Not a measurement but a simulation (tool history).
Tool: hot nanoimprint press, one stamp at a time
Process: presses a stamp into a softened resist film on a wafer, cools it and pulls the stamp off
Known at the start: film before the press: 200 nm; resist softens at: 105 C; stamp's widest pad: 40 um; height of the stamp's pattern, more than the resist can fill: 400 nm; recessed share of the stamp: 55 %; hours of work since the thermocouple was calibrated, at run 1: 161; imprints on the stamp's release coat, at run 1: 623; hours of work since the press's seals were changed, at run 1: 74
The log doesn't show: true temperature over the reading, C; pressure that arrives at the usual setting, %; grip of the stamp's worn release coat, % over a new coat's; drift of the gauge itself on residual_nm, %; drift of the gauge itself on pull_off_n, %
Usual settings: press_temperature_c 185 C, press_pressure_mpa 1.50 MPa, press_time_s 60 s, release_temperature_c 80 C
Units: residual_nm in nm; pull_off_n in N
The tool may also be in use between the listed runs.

run	hour	press_temperature_c	press_pressure_mpa	press_time_s	release_temperature_c	hours of work since the thermocouple was calibrated	imprints on the stamp's release coat	hours of work since the press's seals were changed	residual_nm	pull_off_n
1	0.0	185	1.50	60	80	161	623	74	99.4	156
2	13.2	185	1.50	60	80	169	661	83	100.2	156
3	37.9	185	1.50	60	86	185	733	98	99.8	154
4	48.8	185	1.50	60	86	192	764	105	100.0	154
5	71.8	185	1.50	60	86	207	831	120	100.7	155
6	92.6	185	1.50	112	86	220	891	133	81.3	158
7	118.5	185	1.50	112	86	236	967	150	80.1	162
8	139.2	185	1.69	60	80	249	1027	163	95.7	171
9	152.3	197	1.69	60	80	258	1065	171	68.6	169
10	166.6	185	2.27	60	80	267	1106	180	83.4	177
# hour 188.2: stamp cleaned and given a new release coat
11	196.1	185	2.27	60	80	282	22	195	82.9	133
12	210.6	185	2.27	60	87	291	65	204	82.6	122
13	235.2	185	2.27	60	87	307	136	220	83.4	126
14	253.6	185	1.58	60	80	318	189	232	98.6	145
15	279.7	185	1.58	60	80	335	265	248	99.3	141
16	295.7	185	1.58	60	80	345	312	258	100.7	146
17	321.1	185	1.58	60	80	361	385	274	100.6	150
# hour 331.1: plate thermocouple calibrated
18	348.9	192	1.50	60	70	11	457	290	81.8	165
19	367.8	176	2.00	36	71	23	512	302	131.4	167
20	394.0	176	2.00	36	73	40	588	319	130.5	167
21	418.3	191	2.00	36	74	55	659	334	87.1	173
22	432.2	195	1.02	90	76	64	699	343	78.8	161
23	457.8	195	1.02	90	76	80	773	359	79.2	174
24	473.1	188	1.02	90	76	90	818	369	96.2	177
25	497.5	193	1.86	90	76	106	889	384	61.9	175
26	514.2	185	1.50	112	86	116	937	395	81.3	152
27	534.3	185	1.50	112	86	129	996	408	82.0	158
28	545.4	196	1.33	110	86	136	1028	415	62.8	158
29	566.3	194	1.83	40	67	149	1089	428	82.8	208
30	582.0	185	1.50	67	82	159	1134	438	98.3	177

Forecast each of these 3 alternatives for the next run:
# hour 593.9: stamp cleaned and given a new release coat
A	600.3	187	2.21	48	82	167	19	446	?	?
# hour 593.9: stamp cleaned and given a new release coat
B	600.3	192	1.50	60	80	167	19	446	?	?
# hour 593.9: stamp cleaned and given a new release coat
C	600.3	180	1.50	74	82	167	19	446	?	?

run	residual_nm	pull_off_n
A	85.7	132
B	83.3	124
C	108.7	126
Without the tool's hidden state the same runs would have given:
run	residual_nm	pull_off_n
A	82.2	130
B	80.5	123
C	105.2	124

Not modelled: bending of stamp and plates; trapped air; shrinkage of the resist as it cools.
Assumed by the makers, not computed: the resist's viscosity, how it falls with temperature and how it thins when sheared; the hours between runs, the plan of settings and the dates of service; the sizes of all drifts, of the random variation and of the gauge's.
